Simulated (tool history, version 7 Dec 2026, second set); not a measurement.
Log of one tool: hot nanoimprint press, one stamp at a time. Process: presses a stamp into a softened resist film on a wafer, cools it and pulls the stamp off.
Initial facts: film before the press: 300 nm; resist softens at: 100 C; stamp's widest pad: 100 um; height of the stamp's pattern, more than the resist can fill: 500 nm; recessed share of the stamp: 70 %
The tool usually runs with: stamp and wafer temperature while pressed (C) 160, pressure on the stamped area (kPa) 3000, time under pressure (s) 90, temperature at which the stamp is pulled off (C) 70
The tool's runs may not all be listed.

run,day,stamp and wafer temperature while pressed (C),pressure on the stamped area (kPa),time under pressure (s),temperature at which the stamp is pulled off (C),resist left under the stamp's widest pad (angstrom),greatest force while the stamp is pulled off (N)
1,0.000,160,3000,90,70,1693,225
2,1.500,160,3000,90,70,1692,229
3,2.821,160,3000,90,70,1714,237
# day 3.988: stamp cleaned and given a new release coat
4,4.450,160,3000,90,70,1704,171
5,5.279,158,3000,90,70,1937,173
6,6.679,160,3000,90,70,1731,177
7,7.483,160,3000,90,70,1752,178
8,8.892,160,3000,90,70,1768,190
9,9.779,160,3000,90,70,1792,195
10,11.279,160,3000,90,70,1777,194
11,12.812,160,3000,51,70,2106,205
# day 13.400: plate thermocouple calibrated
12,13.958,160,3000,51,70,1970,195
13,15.508,160,3000,51,70,1975,197
14,16.504,160,3000,90,70,1673,200
15,17.425,160,3000,90,70,1680,208
16,18.512,148,3660,99,70,2634,210
17,19.304,148,3660,99,70,2624,216
# day 20.292: press's hydraulic seals changed and the load cell set to zero
18,20.579,166,3660,99,61,1021,269
19,21.312,160,2380,73,70,1951,219
20,22.442,162,3570,73,70,1514,231
21,23.475,162,3570,73,70,1531,225
# day 25.117: stamp cleaned and given a new release coat
22,25.117,162,3570,73,70,1550,170
23,26.192,151,3000,90,70,2543,166
24,27.033,155,3000,90,77,2215,145
25,28.204,166,3000,90,70,1232,174
26,29.654,160,2030,104,63,1895,223
# day 29.979: plate thermocouple calibrated
27,31.129,160,3930,51,70,1802,183
28,32.221,160,3400,58,69,1833,196
29,33.362,157,3320,46,69,2256,202
30,34.388,160,3000,90,69,1654,199

The same runs without the tool's hidden state, with the same run-to-run variation:
The tool's hidden condition here consists of: true temperature over the reading, C; pressure that arrives at the usual setting, %; grip of the stamp's worn release coat, % over a new coat's; drift of the gauge itself on residual_nm, %; drift of the gauge itself on pull_off_n, %.
run,resist left under the stamp's widest pad (angstrom),greatest force while the stamp is pulled off (N)
1,1658,169
2,1643,169
3,1653,171
4,1631,166
5,1854,166
6,1639,166
7,1651,164
8,1654,170
9,1669,171
10,1641,166
11,1962,170
12,1962,165
13,1953,162
14,1642,161
15,1641,165
16,2600,164
17,2585,166
18,995,204
19,1908,164
20,1464,169
21,1472,161
22,1479,167
23,2478,159
24,2124,136
25,1149,161
26,1782,201
27,1796,165
28,1820,173
29,2234,174
30,1620,169
